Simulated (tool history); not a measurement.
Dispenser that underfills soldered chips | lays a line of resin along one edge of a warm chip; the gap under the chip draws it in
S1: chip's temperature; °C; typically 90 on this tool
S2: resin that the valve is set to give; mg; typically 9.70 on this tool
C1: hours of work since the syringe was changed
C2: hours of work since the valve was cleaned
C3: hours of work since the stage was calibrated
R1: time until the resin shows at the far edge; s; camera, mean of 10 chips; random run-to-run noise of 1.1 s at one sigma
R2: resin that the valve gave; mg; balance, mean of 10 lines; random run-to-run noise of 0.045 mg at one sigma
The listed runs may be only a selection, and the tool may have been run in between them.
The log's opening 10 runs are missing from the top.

{"run": 11, "hour": 114.8, "S1": 90, "S2": 9.7, "C1": 8, "C2": 108, "C3": 521, "R1": 131.5, "R2": 9.29}
{"hour": 118.3, "done": "new syringe of resin"}
{"run": 12, "hour": 122.3, "S1": 90, "S2": 9.24, "C1": 3, "C2": 114, "C3": 526, "R1": 103.0, "R2": 8.83}
{"hour": 132.9, "done": "new syringe of resin"}
{"run": 13, "hour": 136.7, "S1": 90, "S2": 8.78, "C1": 3, "C2": 125, "C3": 537, "R1": 102.6, "R2": 8.25}
{"hour": 141.8, "done": "dispensing valve cleaned and set on the balance"}
{"run": 14, "hour": 146.3, "S1": 90, "S2": 8.78, "C1": 10, "C2": 3, "C3": 544, "R1": 140.7, "R2": 8.77}
{"hour": 149.3, "done": "new syringe of resin"}
{"run": 15, "hour": 153.0, "S1": 90, "S2": 8.78, "C1": 3, "C2": 8, "C3": 549, "R1": 99.0, "R2": 8.76}
{"hour": 163.7, "done": "new syringe of resin"}
{"run": 16, "hour": 166.8, "S1": 90, "S2": 8.78, "C1": 2, "C2": 19, "C3": 560, "R1": 97.4, "R2": 8.72}
{"run": 17, "hour": 175.4, "S1": 90, "S2": 8.78, "C1": 9, "C2": 26, "C3": 566, "R1": 135.7, "R2": 8.69}
{"hour": 178.2, "done": "new syringe of resin"}
{"run": 18, "hour": 186.0, "S1": 90, "S2": 8.78, "C1": 6, "C2": 34, "C3": 574, "R1": 117.0, "R2": 8.69}
{"hour": 192.7, "done": "new syringe of resin"}
{"run": 19, "hour": 194.8, "S1": 79, "S2": 8.74, "C1": 2, "C2": 40, "C3": 581, "R1": 139.3, "R2": 8.61}
{"run": 20, "hour": 206.1, "S1": 83, "S2": 9.43, "C1": 10, "C2": 49, "C3": 590, "R1": 186.1, "R2": 9.23}
{"hour": 207.5, "done": "new syringe of resin"}
{"run": 21, "hour": 214.6, "S1": 83, "S2": 9.43, "C1": 6, "C2": 55, "C3": 596, "R1": 144.3, "R2": 9.23}
{"hour": 222.5, "done": "new syringe of resin"}
{"run": 22, "hour": 229.9, "S1": 83, "S2": 9.7, "C1": 6, "C2": 67, "C3": 608, "R1": 144.5, "R2": 9.42}
{"hour": 237.0, "done": "new syringe of resin"}
{"run": 23, "hour": 244.2, "S1": 88, "S2": 11.41, "C1": 6, "C2": 78, "C3": 619, "R1": 119.2, "R2": 11.08}
{"hour": 249.1, "done": "stage's temperature calibrated"}
{"hour": 253.0, "done": "new syringe of resin"}
{"run": 24, "hour": 255.4, "S1": 101, "S2": 9.31, "C1": 2, "C2": 86, "C3": 5, "R1": 75.4, "R2": 9.0}
{"hour": 267.3, "done": "new syringe of resin"}
{"run": 25, "hour": 268.6, "S1": 103, "S2": 11.13, "C1": 1, "C2": 96, "C3": 15, "R1": 67.9, "R2": 10.72}
{"run": 26, "hour": 280.4, "S1": 82, "S2": 9.01, "C1": 10, "C2": 105, "C3": 24, "R1": 236.4, "R2": 8.56}
{"hour": 281.7, "done": "new syringe of resin"}
{"run": 27, "hour": 292.2, "S1": 82, "S2": 9.01, "C1": 8, "C2": 114, "C3": 33, "R1": 207.0, "R2": 8.63}
{"hour": 296.8, "done": "new syringe of resin"}
{"run": 28, "hour": 305.1, "S1": 93, "S2": 11.45, "C1": 6, "C2": 124, "C3": 43, "R1": 124.0, "R2": 10.95}
{"hour": 311.5, "done": "dispensing valve cleaned and set on the balance"}
{"hour": 312.9, "done": "new syringe of resin"}
{"run": 29, "hour": 321.3, "S1": 76, "S2": 9.14, "C1": 7, "C2": 7, "C3": 54, "R1": 235.3, "R2": 9.05}
{"hour": 327.5, "done": "new syringe of resin"}
{"run": 30, "hour": 330.8, "S1": 81, "S2": 12.0, "C1": 3, "C2": 15, "C3": 61, "R1": 156.2, "R2": 12.01}
{"hour": 341.8, "done": "new syringe of resin"}
{"run": 31, "hour": 343.9, "S1": 101, "S2": 8.61, "C1": 2, "C2": 24, "C3": 71, "R1": 72.0, "R2": 8.46}
{"run": 32, "hour": 352.2, "S1": 92, "S2": 9.7, "C1": 8, "C2": 31, "C3": 78, "R1": 136.1, "R2": 9.54}
{"hour": 356.4, "done": "new syringe of resin"}
{"run": 33, "hour": 360.5, "S1": 75, "S2": 9.06, "C1": 3, "C2": 37, "C3": 84, "R1": 207.3, "R2": 8.97}
{"hour": 370.9, "done": "new syringe of resin"}
{"run": 34, "hour": 376.3, "S1": 75, "S2": 9.06, "C1": 4, "C2": 49, "C3": 96, "R1": 215.4, "R2": 8.84}
{"hour": 385.3, "done": "new syringe of resin"}
{"run": 35, "hour": 390.9, "S1": 103, "S2": 10.71, "C1": 4, "C2": 60, "C3": 107, "R1": 74.3, "R2": 10.44}

What if the next run were any one of these 4? Each begins from the tool's condition after run 35:
{"hour": 399.8, "done": "new syringe of resin"}
{"run": "A", "hour": 404.4, "S1": 98, "S2": 11.99, "C1": 4, "C2": 71, "C3": 117, "R1": "?", "R2": "?"}
{"hour": 399.8, "done": "new syringe of resin"}
{"run": "B", "hour": 404.4, "S1": 80, "S2": 10.38, "C1": 4, "C2": 71, "C3": 117, "R1": "?", "R2": "?"}
{"hour": 399.8, "done": "new syringe of resin"}
{"run": "C", "hour": 404.4, "S1": 103, "S2": 9.94, "C1": 4, "C2": 71, "C3": 117, "R1": "?", "R2": "?"}
{"hour": 399.8, "done": "new syringe of resin"}
{"run": "D", "hour": 404.4, "S1": 90, "S2": 10.69, "C1": 4, "C2": 71, "C3": 117, "R1": "?", "R2": "?"}

run=A R1=85.5 R2=11.70
run=B R1=165.6 R2=10.07
run=C R1=73.4 R2=9.69
run=D R1=115.5 R2=10.40
Without the tool's unlogged condition, the same runs would have read:
run=A R1=74.7 R2=12.04
run=B R1=144.8 R2=10.37
run=C R1=63.9 R2=9.97
run=D R1=100.9 R2=10.70
